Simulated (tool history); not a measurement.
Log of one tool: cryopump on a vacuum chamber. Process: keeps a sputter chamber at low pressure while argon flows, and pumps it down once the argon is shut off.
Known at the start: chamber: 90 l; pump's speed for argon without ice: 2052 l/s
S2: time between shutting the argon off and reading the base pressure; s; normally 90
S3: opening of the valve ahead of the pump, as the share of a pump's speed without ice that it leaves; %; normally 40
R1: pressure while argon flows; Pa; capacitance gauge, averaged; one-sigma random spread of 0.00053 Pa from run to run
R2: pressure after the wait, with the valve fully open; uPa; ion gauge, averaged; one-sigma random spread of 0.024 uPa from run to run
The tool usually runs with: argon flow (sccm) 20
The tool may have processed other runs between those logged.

{"run": 1, "hour": 0.0, "argon flow (sccm)": 20, "S2": 90, "S3": 40, "R1": 0.0453, "R2": 1.35}
{"run": 2, "hour": 53.8, "argon flow (sccm)": 13, "S2": 90, "S3": 40, "R1": 0.0309, "R2": 1.32}
{"run": 3, "hour": 97.5, "argon flow (sccm)": 13, "S2": 90, "S3": 40, "R1": 0.0304, "R2": 1.36}
{"hour": 119.6, "done": "pump warmed up, emptied and cooled again"}
{"run": 4, "hour": 181.6, "argon flow (sccm)": 22, "S2": 90, "S3": 40, "R1": 0.0468, "R2": 1.25}
{"run": 5, "hour": 266.6, "argon flow (sccm)": 22, "S2": 90, "S3": 40, "R1": 0.0462, "R2": 1.31}
{"run": 6, "hour": 338.6, "argon flow (sccm)": 22, "S2": 90, "S3": 40, "R1": 0.0471, "R2": 1.3}
{"run": 7, "hour": 391.0, "argon flow (sccm)": 22, "S2": 90, "S3": 40, "R1": 0.0481, "R2": 1.34}
{"run": 8, "hour": 436.8, "argon flow (sccm)": 22, "S2": 90, "S3": 40, "R1": 0.0485, "R2": 1.4}
{"run": 9, "hour": 494.8, "argon flow (sccm)": 22, "S2": 90, "S3": 40, "R1": 0.0489, "R2": 1.38}
{"run": 10, "hour": 567.1, "argon flow (sccm)": 20, "S2": 90, "S3": 40, "R1": 0.0454, "R2": 1.44}
{"run": 11, "hour": 656.7, "argon flow (sccm)": 20, "S2": 90, "S3": 17, "R1": 0.1031, "R2": 1.49}
{"hour": 700.5, "done": "pump warmed up, emptied and cooled again"}
{"run": 12, "hour": 742.9, "argon flow (sccm)": 20, "S2": 90, "S3": 40, "R1": 0.0419, "R2": 1.28}
{"run": 13, "hour": 827.1, "argon flow (sccm)": 20, "S2": 90, "S3": 23, "R1": 0.0725, "R2": 1.34}
{"run": 14, "hour": 908.7, "argon flow (sccm)": 20, "S2": 90, "S3": 23, "R1": 0.0731, "R2": 1.41}
{"run": 15, "hour": 962.4, "argon flow (sccm)": 20, "S2": 90, "S3": 25, "R1": 0.0685, "R2": 1.41}
{"run": 16, "hour": 1017.5, "argon flow (sccm)": 20, "S2": 26, "S3": 25, "R1": 0.0681, "R2": 3.24}
{"run": 17, "hour": 1055.6, "argon flow (sccm)": 20, "S2": 26, "S3": 25, "R1": 0.0695, "R2": 3.27}
{"run": 18, "hour": 1106.0, "argon flow (sccm)": 11, "S2": 100, "S3": 18, "R1": 0.0526, "R2": 1.44}
{"run": 19, "hour": 1144.5, "argon flow (sccm)": 10, "S2": 48, "S3": 23, "R1": 0.0383, "R2": 2.14}
{"run": 20, "hour": 1199.2, "argon flow (sccm)": 17, "S2": 33, "S3": 40, "R1": 0.0393, "R2": 2.86}
{"hour": 1279.7, "done": "pump warmed up, emptied and cooled again"}
{"run": 21, "hour": 1279.9, "argon flow (sccm)": 38, "S2": 73, "S3": 40, "R1": 0.0788, "R2": 1.58}
{"run": 22, "hour": 1336.7, "argon flow (sccm)": 11, "S2": 24, "S3": 50, "R1": 0.0191, "R2": 3.43}
{"run": 23, "hour": 1399.1, "argon flow (sccm)": 17, "S2": 24, "S3": 27, "R1": 0.054, "R2": 3.42}
{"run": 24, "hour": 1452.3, "argon flow (sccm)": 23, "S2": 171, "S3": 35, "R1": 0.0571, "R2": 1.11}
{"run": 25, "hour": 1496.7, "argon flow (sccm)": 39, "S2": 225, "S3": 25, "R1": 0.1332, "R2": 1.13}
{"run": 26, "hour": 1543.5, "argon flow (sccm)": 22, "S2": 225, "S3": 27, "R1": 0.0701, "R2": 1.09}
{"run": 27, "hour": 1595.0, "argon flow (sccm)": 34, "S2": 90, "S3": 25, "R1": 0.1192, "R2": 1.51}
{"run": 28, "hour": 1665.3, "argon flow (sccm)": 34, "S2": 90, "S3": 25, "R1": 0.1183, "R2": 1.56}
{"run": 29, "hour": 1728.0, "argon flow (sccm)": 34, "S2": 90, "S3": 25, "R1": 0.1197, "R2": 1.61}
{"run": 30, "hour": 1783.7, "argon flow (sccm)": 27, "S2": 72, "S3": 15, "R1": 0.1555, "R2": 1.87}
{"hour": 1857.4, "done": "pump warmed up, emptied and cooled again"}
{"run": 31, "hour": 1876.8, "argon flow (sccm)": 30, "S2": 72, "S3": 15, "R1": 0.1656, "R2": 1.71}
{"run": 32, "hour": 1919.6, "argon flow (sccm)": 30, "S2": 72, "S3": 15, "R1": 0.1662, "R2": 1.6}
{"run": 33, "hour": 2005.5, "argon flow (sccm)": 18, "S2": 75, "S3": 50, "R1": 0.0313, "R2": 1.72}

Below are 3 alternative next runs, each starting from the tool's condition after run 33. Predict each:
{"run": "A", "hour": 2079.7, "argon flow (sccm)": 20, "S2": 47, "S3": 24, "R1": "?", "R2": "?"}
{"run": "B", "hour": 2079.7, "argon flow (sccm)": 9, "S2": 239, "S3": 29, "R1": "?", "R2": "?"}
{"run": "C", "hour": 2079.7, "argon flow (sccm)": 34, "S2": 101, "S3": 50, "R1": "?", "R2": "?"}

run=A R1=0.0705 R2=2.26
run=B R1=0.0267 R2=1.1
run=C R1=0.0606 R2=1.53
With the hidden condition removed and each run's random variation left untouched, the same runs would have given:
run=A R1=0.0682 R2=1.55
run=B R1=0.0257 R2=0.4
run=C R1=0.0567 R2=0.82
